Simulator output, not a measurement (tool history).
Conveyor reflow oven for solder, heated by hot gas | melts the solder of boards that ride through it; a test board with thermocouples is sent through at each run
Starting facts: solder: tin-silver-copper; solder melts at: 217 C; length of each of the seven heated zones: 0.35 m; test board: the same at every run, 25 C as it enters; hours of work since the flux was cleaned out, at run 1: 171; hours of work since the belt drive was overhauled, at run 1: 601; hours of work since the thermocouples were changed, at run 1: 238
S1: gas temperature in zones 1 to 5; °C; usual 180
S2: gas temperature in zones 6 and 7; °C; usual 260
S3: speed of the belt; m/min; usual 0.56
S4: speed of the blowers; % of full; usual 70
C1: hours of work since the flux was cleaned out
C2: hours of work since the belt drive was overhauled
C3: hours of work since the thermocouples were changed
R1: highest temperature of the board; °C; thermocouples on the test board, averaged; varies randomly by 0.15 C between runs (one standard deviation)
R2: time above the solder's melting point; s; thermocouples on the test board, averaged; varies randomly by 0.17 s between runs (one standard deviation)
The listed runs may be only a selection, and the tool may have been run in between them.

run 1 hour=0 | S1=180 S2=260 S3=0.56 S4=70 | C1=171 C2=601 C3=238 | R1=245.1 R2=52.3
run 2 hour=17.6 | S1=168 S2=260 S3=0.56 S4=70 | C1=179 C2=609 C3=246 | R1=242.3 R2=46
run 3 hour=37.5 | S1=168 S2=260 S3=0.56 S4=70 | C1=188 C2=618 C3=255 | R1=242.5 R2=46
run 4 hour=51.9 | S1=168 S2=260 S3=0.56 S4=70 | C1=195 C2=625 C3=262 | R1=242.4 R2=45.9
run 5 hour=74.8 | S1=180 S2=260 S3=0.56 S4=70 | C1=206 C2=636 C3=273 | R1=244.7 R2=52.3
run 6 hour=104.3 | S1=180 S2=260 S3=0.56 S4=70 | C1=220 C2=650 C3=287 | R1=244.3 R2=52.2
run 7 hour=116.9 | S1=180 S2=260 S3=0.56 S4=70 | C1=226 C2=656 C3=293 | R1=244.6 R2=52.2
run 8 hour=138.1 | S1=180 S2=260 S3=0.56 S4=70 | C1=236 C2=665 C3=303 | R1=244.7 R2=52.5
run 9 hour=164.3 | S1=180 S2=260 S3=0.56 S4=70 | C1=248 C2=678 C3=315 | R1=244.4 R2=51.9
run 10 hour=182.1 | S1=180 S2=274 S3=0.56 S4=70 | C1=256 C2=686 C3=323 | R1=256 R2=60.5
run 11 hour=203.3 | S1=180 S2=274 S3=0.56 S4=70 | C1=266 C2=696 C3=333 | R1=255.9 R2=60.5
run 12 hour=224.3 | S1=180 S2=267 S3=0.56 S4=70 | C1=276 C2=706 C3=343 | R1=250.4 R2=56.6
run 13 hour=239.2 | S1=180 S2=260 S3=0.56 S4=82 | C1=283 C2=713 C3=350 | R1=246.8 R2=54.6
-- hour=252 belt drive overhauled, speed set with a stopwatch
run 14 hour=267.4 | S1=180 S2=260 S3=0.56 S4=82 | C1=294 C2=7 C3=361 | R1=246.5 R2=54.3
run 15 hour=296.2 | S1=180 S2=260 S3=0.56 S4=70 | C1=308 C2=21 C3=375 | R1=244.2 R2=51
run 16 hour=315.5 | S1=180 S2=260 S3=0.56 S4=70 | C1=317 C2=30 C3=384 | R1=243.9 R2=51
run 17 hour=330.3 | S1=180 S2=260 S3=0.56 S4=70 | C1=324 C2=37 C3=391 | R1=243.8 R2=51
run 18 hour=345.5 | S1=170 S2=250 S3=0.633 S4=57 | C1=331 C2=44 C3=398 | R1=225.6 R2=18.2
run 19 hour=367.2 | S1=170 S2=250 S3=0.633 S4=57 | C1=341 C2=54 C3=408 | R1=225.6 R2=17.8

Expected results for the next run?
run 20 hour=396.7 | S1=170 S2=250 S3=0.633 S4=57 | C1=355 C2=68 C3=422 | R1=? R2=?

{"run 20": {"R1": 225, "R2": 17.8}}
With the hidden condition absent and the run-to-run variation left alone, this run would have shown R1 227.2 °C, R2 21.7 s.
